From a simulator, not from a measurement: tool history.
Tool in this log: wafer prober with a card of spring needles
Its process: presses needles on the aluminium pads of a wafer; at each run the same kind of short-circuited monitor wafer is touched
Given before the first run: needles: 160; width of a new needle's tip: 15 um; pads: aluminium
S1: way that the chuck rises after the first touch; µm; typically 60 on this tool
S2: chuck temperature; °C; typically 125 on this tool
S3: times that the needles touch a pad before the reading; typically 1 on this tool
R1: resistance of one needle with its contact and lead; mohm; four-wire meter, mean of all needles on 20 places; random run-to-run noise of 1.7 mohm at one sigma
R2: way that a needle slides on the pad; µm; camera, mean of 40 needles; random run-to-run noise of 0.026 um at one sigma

run	hour	S1	S2	S3	R1	R2
1	0	60	125	1	168	12.48
2	5.2	60	125	1	169	12.41
3	10.1	60	125	1	164	12.45
# hour 14.9: tips cleaned on abrasive film
4	21.7	60	125	1	167	12.47
# hour 29.5: tips cleaned on abrasive film
5	31.8	73	125	1	163	15.19
6	42.9	73	125	1	166	15.23
# hour 45: tips cleaned on abrasive film
7	51.8	73	49	1	152	15.22
# hour 59.9: tips cleaned on abrasive film
8	62.1	73	49	1	151	15.21
9	67	73	49	1	152	15.29
# hour 74.7: tips cleaned on abrasive film
10	76.2	73	49	1	151	15.27
11	80.9	60	125	1	168	12.56
12	88.8	60	125	1	164	12.57
# hour 89.9: tips cleaned on abrasive film
13	95.4	60	125	1	168	12.61
# hour 104.9: tips cleaned on abrasive film
14	106.5	60	125	1	167	12.56
15	111.7	60	125	1	168	12.58
16	117.3	60	53	1	153	12.57
# hour 119.6: tips cleaned on abrasive film
17	126.9	60	53	1	154	12.62
# hour 134.8: tips cleaned on abrasive film
18	136.2	48	71	2	161	10.09
19	146.4	76	125	1	163	16.01
# hour 149.5: tips cleaned on abrasive film
20	154	60	41	1	154	12.67
# hour 164.7: tips cleaned on abrasive film
21	165	60	41	1	151	12.68
22	171.5	63	125	1	170	13.29
# hour 179.3: tips cleaned on abrasive film
23	181.9	63	125	1	166	13.32
24	193.1	63	125	1	168	13.33
# hour 194.1: tips cleaned on abrasive film
25	202	63	125	1	166	13.3
# hour 209.1: tips cleaned on abrasive film
26	213.4	63	77	3	159	13.33
27	223.5	63	77	3	159	13.42
# hour 224.2: tips cleaned on abrasive film
28	232.2	51	116	2	170	10.84
# hour 239.6: tips cleaned on abrasive film
29	242.9	51	116	2	168	10.79
30	251.5	51	116	2	166	10.76
# hour 254.3: tips cleaned on abrasive film
31	257	45	39	2	158	9.58
32	263.2	50	122	2	170	10.68
# hour 269.7: tips cleaned on abrasive film
33	271	60	125	2	169	12.79
34	280	60	125	2	168	12.77

Here are 4 independent what-if runs from the current tool condition. What would each one return?
# hour 284.9: tips cleaned on abrasive film
A	287.7	69	87	1	?	?
# hour 284.9: tips cleaned on abrasive film
B	287.7	41	28	2	?	?
# hour 284.9: tips cleaned on abrasive film
C	287.7	60	125	2	?	?
# hour 284.9: tips cleaned on abrasive film
D	287.7	50	60	2	?	?

run	R1	R2
A	159	14.69
B	156	8.74
C	167	12.79
D	160	10.62
The same runs, with their run-to-run variation unchanged, on a tool lacking any hidden condition would have given:
run	R1	R2
A	159	14.31
B	156	8.52
C	167	12.47
D	159	10.35
